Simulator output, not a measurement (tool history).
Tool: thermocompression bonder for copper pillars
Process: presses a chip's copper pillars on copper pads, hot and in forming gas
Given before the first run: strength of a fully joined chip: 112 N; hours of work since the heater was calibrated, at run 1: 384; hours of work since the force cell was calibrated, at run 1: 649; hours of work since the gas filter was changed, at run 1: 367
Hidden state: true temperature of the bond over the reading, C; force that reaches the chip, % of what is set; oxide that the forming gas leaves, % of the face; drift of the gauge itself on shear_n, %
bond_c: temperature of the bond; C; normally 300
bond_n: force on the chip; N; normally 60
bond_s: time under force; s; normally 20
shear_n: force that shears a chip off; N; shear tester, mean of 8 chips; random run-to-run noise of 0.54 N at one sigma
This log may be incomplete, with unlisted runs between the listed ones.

| run | day | bond_c | bond_n | bond_s | hours of work since the heater was calibrated | hours of work since the force cell was calibrated | hours of work since the gas filter was changed | shear_n |
|---|---|---|---|---|---|---|---|---|
| 1 | 0 | 300 | 60 | 20 | 384 | 649 | 367 | 83.7 |
| 2 | 1.575 | 300 | 60 | 20 | 403 | 669 | 386 | 83 |
| 3 | 2.971 | 300 | 60 | 20 | 420 | 686 | 403 | 83.7 |
| 4 | 3.904 | 315 | 60 | 20 | 431 | 697 | 414 | 92.1 |
| 5 | 5.046 | 315 | 60 | 20 | 445 | 711 | 428 | 91.7 |
|  | 5.179 | forming gas filter changed |
| 6 | 6.317 | 315 | 60 | 20 | 460 | 726 | 14 | 96.7 |
| 7 | 7.833 | 315 | 60 | 20 | 479 | 744 | 32 | 95.4 |
| 8 | 8.533 | 300 | 60 | 20 | 487 | 753 | 41 | 86.5 |
| 9 | 10.062 | 300 | 60 | 56 | 506 | 771 | 59 | 102.5 |
| 10 | 11.3 | 300 | 60 | 56 | 521 | 786 | 74 | 102.4 |
| 11 | 12.3 | 288 | 60 | 56 | 533 | 799 | 87 | 95.5 |
| 12 | 13.096 | 300 | 60 | 20 | 543 | 808 | 96 | 86.5 |
| 13 | 14.475 | 291 | 60 | 20 | 559 | 825 | 113 | 79.8 |
| 14 | 15.292 | 291 | 60 | 20 | 569 | 835 | 123 | 79.7 |
| 15 | 16.346 | 291 | 60 | 20 | 582 | 848 | 136 | 79.4 |
| 16 | 17.746 | 328 | 60 | 20 | 599 | 865 | 153 | 101.7 |
| 17 | 19.175 | 316 | 60 | 30 | 617 | 882 | 170 | 100.8 |
| 18 | 20.617 | 275 | 71 | 15 | 634 | 900 | 188 | 69.3 |
| 19 | 21.696 | 301 | 60 | 17 | 647 | 913 | 201 | 83.3 |
| 20 | 23.321 | 303 | 63 | 34 | 667 | 933 | 220 | 97.8 |
| 21 | 24.146 | 303 | 63 | 44 | 677 | 943 | 230 | 101.1 |
| 22 | 25.729 | 303 | 63 | 44 | 696 | 962 | 250 | 102.5 |
| 23 | 26.729 | 292 | 50 | 44 | 708 | 974 | 262 | 87.8 |
| 24 | 27.779 | 305 | 51 | 31 | 721 | 987 | 275 | 91.7 |
| 25 | 28.512 | 328 | 43 | 15 | 730 | 996 | 284 | 85.5 |
| 26 | 29.533 | 328 | 57 | 54 | 742 | 1008 | 296 | 107.8 |
| 27 | 30.767 | 328 | 57 | 54 | 757 | 1023 | 311 | 107.1 |
| 28 | 31.633 | 307 | 57 | 41 | 768 | 1034 | 321 | 99.7 |
| 29 | 32.35 | 285 | 71 | 13 | 777 | 1042 | 330 | 74.3 |
| 30 | 33.017 | 292 | 89 | 41 | 785 | 1050 | 338 | 102.8 |
|  | 33.771 | force cell calibrated |
| 31 | 34.092 | 292 | 89 | 41 | 797 | 4 | 351 | 101.1 |

Predict each of these 5 candidate next runs independently; none follows another, all start after run 31:
| A | 34.85 | 280 | 59 | 41 | 806 | 13 | 360 | ? |
| B | 34.85 | 287 | 88 | 31 | 806 | 13 | 360 | ? |
| C | 34.85 | 316 | 86 | 59 | 806 | 13 | 360 | ? |
| D | 34.85 | 300 | 60 | 20 | 806 | 13 | 360 | ? |
| E | 34.85 | 307 | 60 | 20 | 806 | 13 | 360 | ? |

| run | shear_n |
|---|---|
| A | 82 |
| B | 96.7 |
| C | 107 |
| D | 83.5 |
| E | 87.6 |
Without the tool's hidden state the same runs would have given:
| run | shear_n |
|---|---|
| A | 80.5 |
| B | 97 |
| C | 110.3 |
| D | 82.4 |
| E | 87 |
